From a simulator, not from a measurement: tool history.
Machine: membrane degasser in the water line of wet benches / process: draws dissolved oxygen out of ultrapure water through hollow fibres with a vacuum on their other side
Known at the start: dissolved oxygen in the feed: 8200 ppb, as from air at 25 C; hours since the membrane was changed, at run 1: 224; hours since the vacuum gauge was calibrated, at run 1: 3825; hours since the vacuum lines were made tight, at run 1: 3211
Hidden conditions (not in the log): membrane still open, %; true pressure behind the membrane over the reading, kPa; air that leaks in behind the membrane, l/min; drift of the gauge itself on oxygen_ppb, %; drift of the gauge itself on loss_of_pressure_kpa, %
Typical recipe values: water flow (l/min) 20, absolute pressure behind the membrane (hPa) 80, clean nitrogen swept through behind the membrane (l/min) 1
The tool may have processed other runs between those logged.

run,hour,water flow (l/min),absolute pressure behind the membrane (hPa),clean nitrogen swept through behind the membrane (l/min),hours since the membrane was changed,hours since the vacuum gauge was calibrated,hours since the vacuum lines were made tight,dissolved oxygen in the water behind the degasser (ppb),pressure that the water loses in the fibres (hPa)
1,0,20,80,1,224,3825,3211,229.9,691.5
2,54.6,20,80,1,279,3880,3266,233.8,690.8
3,124.2,20,80,1,348,3949,3336,234.1,700.3
4,207,20,80,1,431,4032,3418,231.1,692.4
5,282,20,80,1,506,4107,3493,230.1,695.7
6,381.8,20,80,1,606,4207,3593,231.1,694.3
# hour 457.1: vacuum gauge calibrated
7,460.4,20,80,1,684,3,3671,234.3,695.1
8,548.5,20,80,1,772,91,3759,234.2,696.9
9,628.7,20,80,1,853,172,3840,237.9,688.9
10,693.1,20,80,1,917,236,3904,234.8,693
11,773.3,20,111.4,1,997,316,3984,369.5,696.5
12,862,20,111.4,1,1086,405,4073,368.6,692.5
13,978.5,27,80,1,1202,521,4189,314.4,938.8
14,1046.9,27,80,1,1271,590,4258,314.3,934.9
# hour 1066.1: vacuum gauge calibrated, once more
15,1120.2,20,80,1,1344,54,4331,229.9,696.6
16,1169.7,20,80,1,1393,104,4380,228.2,698
17,1241.4,24,54.1,1,1465,175,4452,141.1,839.1
18,1319.1,24,54.1,1,1542,253,4530,140.3,842
# hour 1374.1: seals of the vacuum lines changed
19,1394.8,12,54.1,2.89,1616,327,21,26,418.1
20,1452.3,15,125,2.78,1674,384,78,127.1,522.4
21,1514.7,25,48.4,1.08,1736,447,141,110.2,873.3
22,1563.6,14,113.9,2.28,1785,496,190,126.2,490.8
23,1618.9,14,113.9,2.28,1840,551,245,126.2,489.2
24,1683.3,19,54,1.63,1905,615,309,74.5,667.6
25,1764.6,22,134.4,1.98,1986,696,390,280.2,769.3
26,1869.2,22,134.4,0.51,2091,801,495,822.5,769.4
27,1964.7,30,171.3,1.75,2186,897,591,551.4,1047.6
28,2048.6,30,171.3,1.83,2270,981,675,532.5,1046.6
29,2121.5,30,171.3,1.83,2343,1053,747,536.2,1048.6

Forecast each of these 4 alternatives for the next run:
A,2232.8,13,171.3,0.7,2454,1165,859,?,?
B,2232.8,23,199.4,0.55,2454,1165,859,?,?
C,2232.8,14,95.1,1.26,2454,1165,859,?,?
D,2232.8,20,159,0.74,2454,1165,859,?,?

run,dissolved oxygen in the water behind the degasser (ppb),pressure that the water loses in the fibres (hPa)
A,557.9,454.1
B,1246.3,803.1
C,171.6,487.7
D,702.5,702.1
What these runs would have given with no unlogged condition in the tool:
run,dissolved oxygen in the water behind the degasser (ppb),pressure that the water loses in the fibres (hPa)
A,551.9,448.9
B,1241.3,793.8
C,168.6,482.1
D,697.3,694
